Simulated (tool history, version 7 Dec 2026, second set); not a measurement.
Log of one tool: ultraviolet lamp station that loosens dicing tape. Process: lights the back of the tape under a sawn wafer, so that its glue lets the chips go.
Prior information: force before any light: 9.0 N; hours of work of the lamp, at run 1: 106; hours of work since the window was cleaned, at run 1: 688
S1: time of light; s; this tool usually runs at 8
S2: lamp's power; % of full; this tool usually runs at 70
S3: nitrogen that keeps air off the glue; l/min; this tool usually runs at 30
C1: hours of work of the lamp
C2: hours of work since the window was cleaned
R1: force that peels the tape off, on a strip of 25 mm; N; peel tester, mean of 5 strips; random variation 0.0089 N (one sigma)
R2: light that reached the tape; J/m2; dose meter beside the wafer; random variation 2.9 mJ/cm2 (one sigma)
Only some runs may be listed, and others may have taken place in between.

run 1 hour=0.0 | S1=8 S2=70 S3=30 | C1=106 C2=688 | R1=0.532 R2=3290
-- hour=3.7 window cleaned of glue's vapour
run 2 hour=50.2 | S1=8 S2=70 S3=30 | C1=136 C2=28 | R1=0.390 R2=3950
run 3 hour=96.6 | S1=8 S2=70 S3=30 | C1=163 C2=55 | R1=0.381 R2=3940
run 4 hour=134.5 | S1=8 S2=70 S3=30 | C1=186 C2=78 | R1=0.394 R2=3890
run 5 hour=167.9 | S1=4 S2=70 S3=30 | C1=206 C2=98 | R1=1.406 R2=1930
run 6 hour=208.9 | S1=4 S2=70 S3=30 | C1=230 C2=122 | R1=1.467 R2=1910
run 7 hour=253.0 | S1=4 S2=70 S3=30 | C1=256 C2=148 | R1=1.417 R2=1850
run 8 hour=289.4 | S1=8 S2=70 S3=16 | C1=278 C2=170 | R1=0.695 R2=3740
run 9 hour=313.2 | S1=8 S2=70 S3=30 | C1=292 C2=184 | R1=0.430 R2=3750
run 10 hour=365.0 | S1=8 S2=70 S3=10 | C1=323 C2=215 | R1=1.055 R2=3710
run 11 hour=402.7 | S1=8 S2=70 S3=10 | C1=346 C2=237 | R1=1.030 R2=3620
run 12 hour=455.9 | S1=6 S2=70 S3=10 | C1=377 C2=269 | R1=1.783 R2=2720
run 13 hour=511.2 | S1=8 S2=70 S3=16 | C1=410 C2=302 | R1=0.749 R2=3570
run 14 hour=567.1 | S1=7 S2=70 S3=16 | C1=443 C2=335 | R1=1.006 R2=3040
run 15 hour=608.4 | S1=7 S2=70 S3=16 | C1=468 C2=360 | R1=1.005 R2=3050
run 16 hour=660.3 | S1=7 S2=70 S3=16 | C1=499 C2=391 | R1=1.056 R2=3020
run 17 hour=705.7 | S1=7 S2=70 S3=16 | C1=526 C2=418 | R1=1.040 R2=2990
run 18 hour=755.0 | S1=7 S2=60 S3=16 | C1=555 C2=447 | R1=1.423 R2=2520
run 19 hour=783.5 | S1=7 S2=60 S3=16 | C1=572 C2=464 | R1=1.390 R2=2520
run 20 hour=812.2 | S1=7 S2=60 S3=16 | C1=589 C2=481 | R1=1.434 R2=2470
run 21 hour=837.6 | S1=8 S2=70 S3=30 | C1=604 C2=496 | R1=0.520 R2=3310
run 22 hour=886.9 | S1=8 S2=70 S3=30 | C1=634 C2=526 | R1=0.512 R2=3300
run 23 hour=916.6 | S1=8 S2=70 S3=30 | C1=651 C2=543 | R1=0.557 R2=3280
run 24 hour=949.0 | S1=8 S2=70 S3=30 | C1=671 C2=563 | R1=0.535 R2=3220
run 25 hour=987.7 | S1=8 S2=79 S3=11 | C1=694 C2=586 | R1=0.991 R2=3600
run 26 hour=1030.5 | S1=8 S2=85 S3=34 | C1=719 C2=611 | R1=0.378 R2=3850
run 27 hour=1078.5 | S1=4 S2=68 S3=47 | C1=748 C2=640 | R1=1.553 R2=1520
run 28 hour=1109.7 | S1=12 S2=100 S3=10 | C1=766 C2=658 | R1=0.381 R2=6730
-- hour=1162.4 window cleaned of glue's vapour
run 29 hour=1162.4 | S1=8 S2=87 S3=10 | C1=797 C2=0 | R1=0.714 R2=4650
run 30 hour=1187.9 | S1=7 S2=60 S3=22 | C1=813 C2=15 | R1=0.963 R2=2800
run 31 hour=1222.8 | S1=8 S2=97 S3=11 | C1=833 C2=36 | R1=0.535 R2=5050
run 32 hour=1254.5 | S1=10 S2=96 S3=11 | C1=852 C2=55 | R1=0.398 R2=6300
run 33 hour=1282.2 | S1=13 S2=70 S3=30 | C1=869 C2=71 | R1=0.272 R2=5900
run 34 hour=1325.8 | S1=12 S2=70 S3=18 | C1=895 C2=97 | R1=0.351 R2=5330
run 35 hour=1371.3 | S1=13 S2=75 S3=34 | C1=922 C2=124 | R1=0.269 R2=6170
run 36 hour=1395.6 | S1=12 S2=79 S3=33 | C1=936 C2=139 | R1=0.253 R2=5940
run 37 hour=1429.5 | S1=12 S2=79 S3=33 | C1=956 C2=159 | R1=0.285 R2=5860
run 38 hour=1474.3 | S1=4 S2=79 S3=20 | C1=983 C2=186 | R1=1.757 R2=1920
run 39 hour=1508.2 | S1=16 S2=73 S3=20 | C1=1003 C2=206 | R1=0.280 R2=7100
run 40 hour=1562.3 | S1=8 S2=70 S3=57 | C1=1036 C2=238 | R1=0.356 R2=3420
run 41 hour=1609.5 | S1=5 S2=98 S3=30 | C1=1064 C2=266 | R1=0.684 R2=2980
run 42 hour=1660.8 | S1=8 S2=94 S3=32 | C1=1094 C2=297 | R1=0.327 R2=4460

4 options for the next run, each taken on its own from the tool as it stands now. Forecast them:
run A hour=1696.0 | S1=5 S2=70 S3=26 | C1=1115 C2=318 | R1=? R2=?
run B hour=1696.0 | S1=7 S2=91 S3=31 | C1=1115 C2=318 | R1=? R2=?
run C hour=1696.0 | S1=8 S2=94 S3=23 | C1=1115 C2=318 | R1=? R2=?
run D hour=1696.0 | S1=8 S2=80 S3=11 | C1=1115 C2=318 | R1=? R2=?

run=A R1=1.430 R2=2020
run=B R1=0.425 R2=3740
run=C R1=0.406 R2=4410
run=D R1=0.948 R2=3720
Had the tool no hidden state, the same runs would have come out as:
run=A R1=0.975 R2=2510
run=B R1=0.322 R2=4630
run=C R1=0.316 R2=5470
run=D R1=0.633 R2=4620
